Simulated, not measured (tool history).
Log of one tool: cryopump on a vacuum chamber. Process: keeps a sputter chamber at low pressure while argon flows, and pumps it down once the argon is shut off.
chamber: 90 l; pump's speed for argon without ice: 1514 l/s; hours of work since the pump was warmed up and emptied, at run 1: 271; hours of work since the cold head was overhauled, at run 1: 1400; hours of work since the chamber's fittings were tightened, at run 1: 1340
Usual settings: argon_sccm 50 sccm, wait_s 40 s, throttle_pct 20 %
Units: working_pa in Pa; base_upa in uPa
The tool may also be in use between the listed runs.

run,day,argon_sccm,wait_s,throttle_pct,hours of work since the pump was warmed up and emptied,hours of work since the cold head was overhauled,hours of work since the chamber's fittings were tightened,working_pa,base_upa
1,0.000,50,40,20,271,1400,1340,0.2852,2.22
2,1.088,50,40,20,289,1418,1357,0.2848,2.29
3,2.125,50,40,20,306,1435,1374,0.2844,2.25
4,3.588,50,40,20,329,1459,1398,0.2867,2.29
5,5.004,50,40,20,353,1482,1422,0.2870,2.30
6,6.525,50,40,20,378,1507,1446,0.2864,2.37
7,8.475,50,40,20,410,1539,1478,0.2867,2.38
8,11.054,50,40,20,452,1581,1521,0.2878,2.29
9,13.042,50,40,20,484,1614,1553,0.2872,2.38
10,14.400,50,40,20,507,1636,1575,0.2882,2.42
11,15.867,50,40,20,531,1660,1599,0.2877,2.38
12,17.900,50,40,20,564,1693,1633,0.2913,2.44
13,20.362,50,40,20,604,1734,1673,0.2909,2.42
14,21.867,50,99,20,629,1758,1698,0.2926,1.54
15,22.958,50,99,20,647,1776,1716,0.2928,1.48
16,24.438,50,40,20,671,1800,1740,0.2935,2.58
17,25.588,50,40,20,690,1819,1759,0.2917,2.48
18,27.358,50,40,20,719,1848,1788,0.2939,2.45
19,29.896,25,89,20,760,1890,1829,0.1480,1.69
20,32.296,57,99,29,800,1929,1868,0.2391,1.64
21,34.238,26,99,29,831,1961,1900,0.1080,1.65
22,35.288,26,99,29,849,1978,1917,0.1105,1.74
23,37.475,27,40,19,884,2014,1953,0.1691,2.70
24,39.988,27,40,19,926,2055,1994,0.1689,2.68
25,42.075,27,40,19,960,2089,2029,0.1692,2.66
26,44.638,29,149,57,1002,2131,2071,0.0694,1.62
27,45.838,46,70,20,1021,2151,2090,0.2795,2.13
28,47.692,45,92,56,1052,2181,2120,0.1115,1.84
29,48.888,61,40,46,1071,2201,2140,0.1783,2.82
# day 50.629: pump warmed up, emptied and cooled again
30,50.846,68,38,21,4,2229,2169,0.3630,2.50
31,53.425,32,40,20,46,2271,2211,0.1787,2.52
32,55.904,50,40,18,86,2312,2252,0.3120,2.42
33,57.979,50,40,18,120,2346,2286,0.3136,2.57
34,59.975,50,40,47,153,2379,2318,0.1211,2.55
35,62.062,50,40,47,187,2413,2352,0.1218,2.52

Some steps in working_pa between neighbouring runs. How much of each would the tool show without its hidden state too (settings, what came in, random variation), and how much is left for the hidden state, with any gauge scatter that isn't in both results?
The hidden state here: pump's speed, % of a pump's without ice; cold plate's temperature, K; leak into the chamber, uPa l/s; drift of the gauge itself on working_pa, %; drift of the gauge itself on base_upa, %.
Run 19 -> 20: argon_sccm 25 -> 57, wait_s 89 -> 99, throttle_pct 20 -> 29. working_pa +0.0911 Pa: hidden state +0.0113, all else +0.0798.
Run 20 -> 21: argon_sccm 57 -> 26. working_pa -0.1311 Pa: hidden state -0.0100, all else -0.1211.
Run 26 -> 27: argon_sccm 29 -> 46, wait_s 149 -> 70, throttle_pct 57 -> 20. working_pa +0.2101 Pa: hidden state +0.0081, all else +0.2020.
Run 29 -> 30: argon_sccm 61 -> 68, wait_s 40 -> 38, throttle_pct 46 -> 21, pump warmed up, emptied and cooled again. working_pa +0.1847 Pa: hidden state -0.0278, all else +0.2125.
Run 33 -> 34: throttle_pct 18 -> 47. working_pa -0.1925 Pa: hidden state +0.0006, all else -0.1931.
